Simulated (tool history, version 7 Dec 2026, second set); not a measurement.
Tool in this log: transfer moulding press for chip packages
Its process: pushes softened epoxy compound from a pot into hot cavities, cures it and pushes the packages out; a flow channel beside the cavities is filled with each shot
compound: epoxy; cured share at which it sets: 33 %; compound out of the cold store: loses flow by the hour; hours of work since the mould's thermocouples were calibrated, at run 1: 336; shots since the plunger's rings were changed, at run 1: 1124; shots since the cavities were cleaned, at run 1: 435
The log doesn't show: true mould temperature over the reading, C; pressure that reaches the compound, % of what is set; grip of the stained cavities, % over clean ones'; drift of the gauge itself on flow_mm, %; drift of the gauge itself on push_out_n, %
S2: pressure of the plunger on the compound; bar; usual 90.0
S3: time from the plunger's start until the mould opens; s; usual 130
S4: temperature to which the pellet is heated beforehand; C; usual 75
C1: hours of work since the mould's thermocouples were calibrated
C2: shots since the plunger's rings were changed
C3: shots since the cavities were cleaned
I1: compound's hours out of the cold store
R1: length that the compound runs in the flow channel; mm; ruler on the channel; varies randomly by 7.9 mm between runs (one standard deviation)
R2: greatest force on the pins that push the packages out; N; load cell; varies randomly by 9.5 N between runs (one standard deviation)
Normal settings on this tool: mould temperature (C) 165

Run 1, hour 0.0: usual settings; C1 336; C2 1124; C3 435; I1 38.7. Result: R1 842 mm, R2 540 N.
Run 2, hour 10.2: usual settings but S2 105.7 bar; C1 343; C2 1221; C3 532; I1 18.4. Result: R1 975 mm, R2 554 N.
Run 3, hour 18.7: usual settings but S2 105.7 bar; C1 348; C2 1302; C3 613; I1 8.1. Result: R1 1002 mm, R2 590 N.
At hour 29.0: cavities cleaned with cleaning compound and waxed.
Run 4, hour 29.0: usual settings; C1 354; C2 1385; C3 0; I1 13.8. Result: R1 917 mm, R2 429 N.
Run 5, hour 41.3: usual settings; C1 362; C2 1502; C3 117; I1 34.8. Result: R1 863 mm, R2 468 N.
Run 6, hour 51.6: usual settings; C1 369; C2 1600; C3 215; I1 46.2. Result: R1 833 mm, R2 493 N.
Run 7, hour 70.6: usual settings; C1 381; C2 1781; C3 396; I1 8.3. Result: R1 931 mm, R2 542 N.
Run 8, hour 84.5: usual settings; C1 390; C2 1913; C3 528; I1 40.0. Result: R1 842 mm, R2 551 N.
Run 9, hour 98.7: usual settings but S4 65 C; C1 400; C2 2048; C3 663; I1 32.4. Result: R1 868 mm, R2 562 N.
At hour 103.7: cavities cleaned with cleaning compound and waxed.
Run 10, hour 118.2: usual settings but mould temperature (C) 171; C1 412; C2 2219; C3 137; I1 39.2. Result: R1 828 mm, R2 404 N.
Run 11, hour 130.7: usual settings but mould temperature (C) 171; C1 420; C2 2338; C3 256; I1 24.0. Result: R1 846 mm, R2 416 N.
Run 12, hour 142.1: usual settings but mould temperature (C) 171; C1 427; C2 2447; C3 365; I1 44.5. Result: R1 799 mm, R2 438 N.
Run 13, hour 160.9: usual settings but mould temperature (C) 171, S2 86.0 bar, S3 151 s; C1 440; C2 2626; C3 544; I1 45.0. Result: R1 770 mm, R2 430 N.
Run 14, hour 169.7: usual settings but S3 119 s; C1 445; C2 2709; C3 627; I1 33.5. Result: R1 840 mm, R2 682 N.
At hour 179.1: cavities cleaned with cleaning compound and waxed.
Run 15, hour 190.0: usual settings but S2 95.8 bar; C1 458; C2 2888; C3 104; I1 24.2. Result: R1 898 mm, R2 452 N.
Run 16, hour 199.5: usual settings but S2 95.8 bar; C1 464; C2 2979; C3 195; I1 11.5. Result: R1 933 mm, R2 491 N.
Run 17, hour 213.2: usual settings but mould temperature (C) 172; C1 473; C2 3109; C3 325; I1 25.7. Result: R1 841 mm, R2 426 N.
Run 18, hour 229.7: usual settings but mould temperature (C) 172; C1 484; C2 3266; C3 482; I1 26.8. Result: R1 815 mm, R2 446 N.
Run 19, hour 238.2: usual settings but mould temperature (C) 161, S2 99.8 bar, S3 121 s, S4 69 C; C1 490; C2 3347; C3 563; I1 34.9. Result: R1 894 mm, R2 810 N.
At hour 253.6: cavities cleaned with cleaning compound and waxed.
Run 20, hour 256.3: usual settings but mould temperature (C) 161, S2 99.8 bar, S3 121 s, S4 69 C; C1 500; C2 3505; C3 26; I1 41.2. Result: R1 861 mm, R2 605 N.
Run 21, hour 268.6: usual settings but mould temperature (C) 167, S2 106.2 bar, S4 74 C; C1 509; C2 3622; C3 143; I1 19.5. Result: R1 928 mm, R2 432 N.
Run 22, hour 287.6: usual settings but mould temperature (C) 167, S2 106.2 bar, S3 139 s, S4 74 C; C1 521; C2 3802; C3 323; I1 40.5. Result: R1 877 mm, R2 435 N.
Run 23, hour 296.6: usual settings but mould temperature (C) 167, S2 82.4 bar, S3 168 s, S4 83 C; C1 527; C2 3888; C3 409; I1 45.9. Result: R1 746 mm, R2 415 N.

Entry by entry between the runs, the difference in hidden state between the last listed run before and the first listed run after:
Logged between run 3 and run 4: cavities cleaned with cleaning compound and waxed (hour 29.0)
  true mould temperature over the reading, C: 0.53 -> 0.54; pressure that reaches the compound, % of what is set: 94.05 -> 93.8; grip of the stained cavities, % over clean ones': 35 -> 0.6
  measured minus no-state result, R1: -34 -> -32 mm; R2: +139 -> -10 N
Logged between run 9 and run 10: cavities cleaned with cleaning compound and waxed (hour 103.7)
  true mould temperature over the reading, C: 0.61 -> 0.62; pressure that reaches the compound, % of what is set: 91.62 -> 91.09; grip of the stained cavities, % over clean ones': 36.2 -> 13.2
  measured minus no-state result, R1: -41 -> -42 mm; R2: +137 -> +43 N
Logged between run 14 and run 15: cavities cleaned with cleaning compound and waxed (hour 179.1)
  true mould temperature over the reading, C: 0.68 -> 0.7; pressure that reaches the compound, % of what is set: 89.44 -> 88.88; grip of the stained cavities, % over clean ones': 35.9 -> 8.9
  measured minus no-state result, R1: -51 -> -58 mm; R2: +157 -> +22 N
Logged between run 19 and run 20: cavities cleaned with cleaning compound and waxed (hour 253.6)
  true mould temperature over the reading, C: 0.74 -> 0.76; pressure that reaches the compound, % of what is set: 87.42 -> 86.92; grip of the stained cavities, % over clean ones': 33.2 -> 2.9
  measured minus no-state result, R1: -65 -> -66 mm; R2: +168 -> -17 N
